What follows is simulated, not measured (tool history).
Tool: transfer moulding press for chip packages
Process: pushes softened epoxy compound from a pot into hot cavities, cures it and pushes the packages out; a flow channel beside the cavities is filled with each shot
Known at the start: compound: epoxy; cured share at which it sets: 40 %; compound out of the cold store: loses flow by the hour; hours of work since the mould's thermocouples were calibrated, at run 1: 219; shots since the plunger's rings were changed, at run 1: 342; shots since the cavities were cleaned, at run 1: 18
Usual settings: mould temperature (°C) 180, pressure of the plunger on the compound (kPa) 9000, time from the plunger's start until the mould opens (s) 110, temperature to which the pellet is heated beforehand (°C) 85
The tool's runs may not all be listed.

run   hour  mould temperature (°C)  pressure of the plunger on the compound (kPa)  time from the plunger's start until the mould opens (s)  temperature to which the pellet is heated beforehand (°C)  hours of work since the mould's thermocouples were calibrated  shots since the plunger's rings were changed  shots since the cavities were cleaned  incoming compound's hours out of the cold store  length that the compound runs in the flow channel (mm)  greatest force on the pins that push the packages out (N)
  1    0.0                     180                                           9000                                                      110                                                         85                                                            219                                           342                                     18                                             22.0                                                     678                                                        199
  2   11.2                     180                                           9000                                                      110                                                         85                                                            228                                           487                                    163                                             23.7                                                     671                                                        236
  3   21.5                     180                                           9000                                                      110                                                         85                                                            235                                           621                                    297                                             27.8                                                     657                                                        263
  4   33.2                     180                                           9000                                                      110                                                         85                                                            244                                           773                                    449                                             41.8                                                     610                                                        287
  5   39.7                     180                                           9000                                                      110                                                         85                                                            249                                           856                                    532                                             29.6                                                     650                                                        295
  6   45.9                     180                                           9000                                                      110                                                         85                                                            253                                           937                                    613                                             20.8                                                     678                                                        329
  7   55.9                     180                                           9000                                                      110                                                         85                                                            260                                          1067                                    743                                             47.5                                                     590                                                        333
      61.1  -- cavities cleaned with cleaning compound and waxed
  8   68.2                     180                                           9000                                                      110                                                         85                                                            268                                          1207                                     91                                             25.7                                                     663                                                        213
  9   78.1                     180                                           9000                                                      110                                                         85                                                            276                                          1335                                    219                                             37.8                                                     619                                                        248
 10   85.1                     180                                           9000                                                      110                                                         85                                                            281                                          1427                                    311                                             36.7                                                     623                                                        261
 11   95.7                     180                                           9000                                                      110                                                         85                                                            289                                          1564                                    448                                             41.7                                                     606                                                        293
 12  103.4                     180                                           9000                                                      110                                                         85                                                            294                                          1665                                    549                                             34.0                                                     632                                                        317
 13  109.8                     180                                           9000                                                      110                                                         85                                                            299                                          1747                                    631                                             17.6                                                     689                                                        328
 14  117.6                     180                                           9000                                                      110                                                         89                                                            305                                          1849                                    733                                             30.6                                                     642                                                        323
     122.8  -- cavities cleaned with cleaning compound and waxed
 15  126.8                     177                                           9000                                                      110                                                         85                                                            310                                          1949                                     52                                             30.6                                                     648                                                        248
 16  131.9                     180                                           9000                                                      139                                                         85                                                            314                                          2016                                    119                                             43.2                                                     599                                                        198
 17  141.8                     180                                           9000                                                      139                                                         85                                                            321                                          2143                                    246                                             21.5                                                     673                                                        216
 18  150.9                     180                                           9000                                                      139                                                         85                                                            328                                          2262                                    365                                             11.0                                                     712                                                        249
 19  161.6                     180                                           9900                                                      139                                                         85                                                            336                                          2400                                    503                                             26.6                                                     684                                                        257
 20  173.4                     184                                           9960                                                      146                                                         79                                                            344                                          2553                                    656                                             20.7                                                     698                                                        275
     184.6  -- cavities cleaned with cleaning compound and waxed
 21  185.6                     184                                           9960                                                      146                                                         79                                                            352                                          2692                                     12                                             10.4                                                     736                                                        169
 22  195.4                     186                                           7120                                                      146                                                         79                                                            359                                          2820                                    140                                             39.4                                                     530                                                        201
 23  202.3                     177                                           7120                                                      146                                                         76                                                            365                                          2910                                    230                                             44.3                                                     533                                                        208
 24  208.8                     177                                           7120                                                      146                                                         76                                                            369                                          2994                                    314                                             18.6                                                     609                                                        228
 25  217.0                     180                                           9000                                                      118                                                         91                                                            375                                          3100                                    420                                             38.9                                                     608                                                        260
     228.5  -- plunger's sealing rings changed
 26  228.6                     176                                           9000                                                      118                                                         87                                                            382                                             0                                    538                                             19.0                                                     707                                                        345
 27  236.8                     177                                           9000                                                      110                                                         80                                                            388                                           107                                    645                                             13.9                                                     723                                                        406
 28  245.9                     184                                           9000                                                      110                                                         85                                                            395                                           224                                    762                                             24.6                                                     667                                                        308
     249.1  -- cavities cleaned with cleaning compound and waxed
 29  254.5                     176                                           8620                                                      110                                                         85                                                            400                                           317                                     69                                             42.2                                                     608                                                        246

Forecast each of these 3 alternatives for the next run:
  A  260.4                     180                                           7130                                                      130                                                         85                                                            404                                           394                                    146                                              9.3                                                       ?                                                          ?
  B  260.4                     187                                           9710                                                      134                                                         85                                                            404                                           394                                    146                                             17.9                                                       ?                                                          ?
  C  260.4                     180                                           6840                                                      110                                                         84                                                            404                                           394                                    146                                             45.2                                                       ?                                                          ?

run  length that the compound runs in the flow channel (mm)  greatest force on the pins that push the packages out (N)
  A                                                     650                                                        201
  B                                                     709                                                        199
  C                                                     526                                                        225
Without the tool's hidden state the same runs would have given:
run  length that the compound runs in the flow channel (mm)  greatest force on the pins that push the packages out (N)
  A                                                     651                                                        161
  B                                                     710                                                        162
  C                                                     526                                                        179

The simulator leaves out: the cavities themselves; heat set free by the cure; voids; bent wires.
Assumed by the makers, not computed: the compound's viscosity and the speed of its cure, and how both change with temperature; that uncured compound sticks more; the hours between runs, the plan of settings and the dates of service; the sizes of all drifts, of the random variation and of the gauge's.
